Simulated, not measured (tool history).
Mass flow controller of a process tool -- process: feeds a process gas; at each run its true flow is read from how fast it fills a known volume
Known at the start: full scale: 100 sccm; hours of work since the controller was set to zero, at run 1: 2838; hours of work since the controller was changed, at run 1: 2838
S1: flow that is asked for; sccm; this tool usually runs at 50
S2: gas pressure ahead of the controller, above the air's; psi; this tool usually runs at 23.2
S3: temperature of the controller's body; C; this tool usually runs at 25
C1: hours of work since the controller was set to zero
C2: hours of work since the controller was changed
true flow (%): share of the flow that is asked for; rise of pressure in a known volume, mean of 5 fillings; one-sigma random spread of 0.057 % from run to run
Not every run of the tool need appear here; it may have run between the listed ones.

{"run": 1, "day": 0.0, "S1": 50, "S2": 23.2, "S3": 25, "C1": 2838, "C2": 2838, "true flow (%)": 98.84}
{"run": 2, "day": 4.496, "S1": 50, "S2": 23.2, "S3": 25, "C1": 2902, "C2": 2902, "true flow (%)": 98.81}
{"run": 3, "day": 9.588, "S1": 50, "S2": 38.0, "S3": 25, "C1": 2974, "C2": 2974, "true flow (%)": 98.7}
{"run": 4, "day": 13.067, "S1": 50, "S2": 38.0, "S3": 29, "C1": 3023, "C2": 3023, "true flow (%)": 98.97}
{"run": 5, "day": 18.462, "S1": 50, "S2": 34.8, "S3": 29, "C1": 3100, "C2": 3100, "true flow (%)": 99.13}
{"run": 6, "day": 22.883, "S1": 50, "S2": 37.6, "S3": 25, "C1": 3163, "C2": 3163, "true flow (%)": 98.55}
{"run": 7, "day": 27.388, "S1": 50, "S2": 37.6, "S3": 25, "C1": 3227, "C2": 3227, "true flow (%)": 98.56}
{"run": 8, "day": 33.483, "S1": 46, "S2": 23.2, "S3": 25, "C1": 3314, "C2": 3314, "true flow (%)": 98.62}
{"run": 9, "day": 37.462, "S1": 46, "S2": 23.2, "S3": 25, "C1": 3371, "C2": 3371, "true flow (%)": 98.69}
{"run": 10, "day": 43.804, "S1": 15, "S2": 23.2, "S3": 25, "C1": 3461, "C2": 3461, "true flow (%)": 95.97}
{"run": 11, "day": 49.796, "S1": 15, "S2": 23.2, "S3": 25, "C1": 3546, "C2": 3546, "true flow (%)": 96.0}
{"run": 12, "day": 55.104, "S1": 15, "S2": 23.2, "S3": 25, "C1": 3621, "C2": 3621, "true flow (%)": 96.05}
{"run": 13, "day": 59.846, "S1": 15, "S2": 23.2, "S3": 25, "C1": 3689, "C2": 3689, "true flow (%)": 95.94}
{"run": 14, "day": 66.704, "S1": 15, "S2": 23.2, "S3": 25, "C1": 3786, "C2": 3786, "true flow (%)": 95.93}
{"run": 15, "day": 72.633, "S1": 50, "S2": 23.2, "S3": 25, "C1": 3871, "C2": 3871, "true flow (%)": 98.98}
{"run": 16, "day": 77.796, "S1": 50, "S2": 23.2, "S3": 25, "C1": 3944, "C2": 3944, "true flow (%)": 98.87}
{"day": 78.15, "done": "controller's zero set anew"}
{"run": 17, "day": 84.517, "S1": 87, "S2": 23.2, "S3": 25, "C1": 91, "C2": 4040, "true flow (%)": 100.31}
{"run": 18, "day": 88.188, "S1": 27, "S2": 23.2, "S3": 25, "C1": 143, "C2": 4092, "true flow (%)": 96.26}
{"run": 19, "day": 94.783, "S1": 27, "S2": 23.2, "S3": 25, "C1": 237, "C2": 4186, "true flow (%)": 96.24}
{"run": 20, "day": 100.667, "S1": 27, "S2": 23.2, "S3": 25, "C1": 320, "C2": 4269, "true flow (%)": 96.42}
{"run": 21, "day": 104.358, "S1": 50, "S2": 23.2, "S3": 20, "C1": 373, "C2": 4322, "true flow (%)": 97.83}
{"run": 22, "day": 109.075, "S1": 50, "S2": 23.2, "S3": 20, "C1": 440, "C2": 4389, "true flow (%)": 97.93}
{"day": 113.038, "done": "controller's zero set anew, once more"}
{"run": 23, "day": 114.275, "S1": 40, "S2": 32.9, "S3": 40, "C1": 18, "C2": 4463, "true flow (%)": 100.9}
{"run": 24, "day": 120.062, "S1": 20, "S2": 23.2, "S3": 22, "C1": 100, "C2": 4545, "true flow (%)": 98.08}
{"run": 25, "day": 124.271, "S1": 12, "S2": 23.2, "S3": 25, "C1": 160, "C2": 4605, "true flow (%)": 98.04}
{"run": 26, "day": 129.388, "S1": 36, "S2": 37.3, "S3": 31, "C1": 233, "C2": 4678, "true flow (%)": 99.69}
{"run": 27, "day": 134.125, "S1": 36, "S2": 37.3, "S3": 31, "C1": 300, "C2": 4745, "true flow (%)": 99.54}
{"run": 28, "day": 139.438, "S1": 36, "S2": 39.5, "S3": 31, "C1": 376, "C2": 4820, "true flow (%)": 99.56}
{"run": 29, "day": 147.3, "S1": 36, "S2": 35.8, "S3": 25, "C1": 487, "C2": 4932, "true flow (%)": 99.08}
{"run": 30, "day": 152.292, "S1": 85, "S2": 35.8, "S3": 35, "C1": 558, "C2": 5003, "true flow (%)": 102.11}
{"run": 31, "day": 156.604, "S1": 85, "S2": 35.8, "S3": 35, "C1": 620, "C2": 5065, "true flow (%)": 102.08}
{"run": 32, "day": 164.242, "S1": 89, "S2": 29.7, "S3": 29, "C1": 728, "C2": 5173, "true flow (%)": 101.67}
{"run": 33, "day": 168.125, "S1": 89, "S2": 36.0, "S3": 22, "C1": 784, "C2": 5229, "true flow (%)": 100.69}
{"run": 34, "day": 173.712, "S1": 89, "S2": 36.0, "S3": 22, "C1": 863, "C2": 5308, "true flow (%)": 100.79}
{"day": 174.283, "done": "controller exchanged for a calibrated one"}
{"run": 35, "day": 181.746, "S1": 89, "S2": 36.0, "S3": 22, "C1": 106, "C2": 106, "true flow (%)": 99.17}
{"run": 36, "day": 187.496, "S1": 16, "S2": 29.7, "S3": 34, "C1": 188, "C2": 188, "true flow (%)": 98.17}
{"run": 37, "day": 190.779, "S1": 19, "S2": 23.2, "S3": 25, "C1": 235, "C2": 235, "true flow (%)": 97.29}
{"run": 38, "day": 196.196, "S1": 50, "S2": 37.4, "S3": 25, "C1": 312, "C2": 312, "true flow (%)": 98.19}
{"run": 39, "day": 201.621, "S1": 22, "S2": 38.4, "S3": 36, "C1": 389, "C2": 389, "true flow (%)": 98.26}
{"run": 40, "day": 205.483, "S1": 22, "S2": 38.4, "S3": 36, "C1": 444, "C2": 444, "true flow (%)": 98.29}
{"run": 41, "day": 210.858, "S1": 22, "S2": 31.0, "S3": 40, "C1": 520, "C2": 520, "true flow (%)": 98.99}

5 ways to go on from here, each from the tool as it stands after run 41. What would each give?
{"run": "A", "day": 217.317, "S1": 12, "S2": 35.0, "S3": 38, "C1": 612, "C2": 612, "true flow (%)": "?"}
{"run": "B", "day": 217.317, "S1": 14, "S2": 23.9, "S3": 35, "C1": 612, "C2": 612, "true flow (%)": "?"}
{"run": "C", "day": 217.317, "S1": 13, "S2": 39.2, "S3": 22, "C1": 612, "C2": 612, "true flow (%)": "?"}
{"run": "D", "day": 217.317, "S1": 40, "S2": 26.4, "S3": 39, "C1": 612, "C2": 612, "true flow (%)": "?"}
{"run": "E", "day": 217.317, "S1": 43, "S2": 31.0, "S3": 26, "C1": 612, "C2": 612, "true flow (%)": "?"}

run=A true_flow_(%)=98.04
run=B true_flow_(%)=98.15
run=C true_flow_(%)=96.25
run=D true_flow_(%)=99.65
run=E true_flow_(%)=98.12
Without the tool's unlogged condition, the same runs would have read:
run=A true_flow_(%)=98.39
run=B true_flow_(%)=98.42
run=C true_flow_(%)=96.56
run=D true_flow_(%)=99.63
run=E true_flow_(%)=98.09

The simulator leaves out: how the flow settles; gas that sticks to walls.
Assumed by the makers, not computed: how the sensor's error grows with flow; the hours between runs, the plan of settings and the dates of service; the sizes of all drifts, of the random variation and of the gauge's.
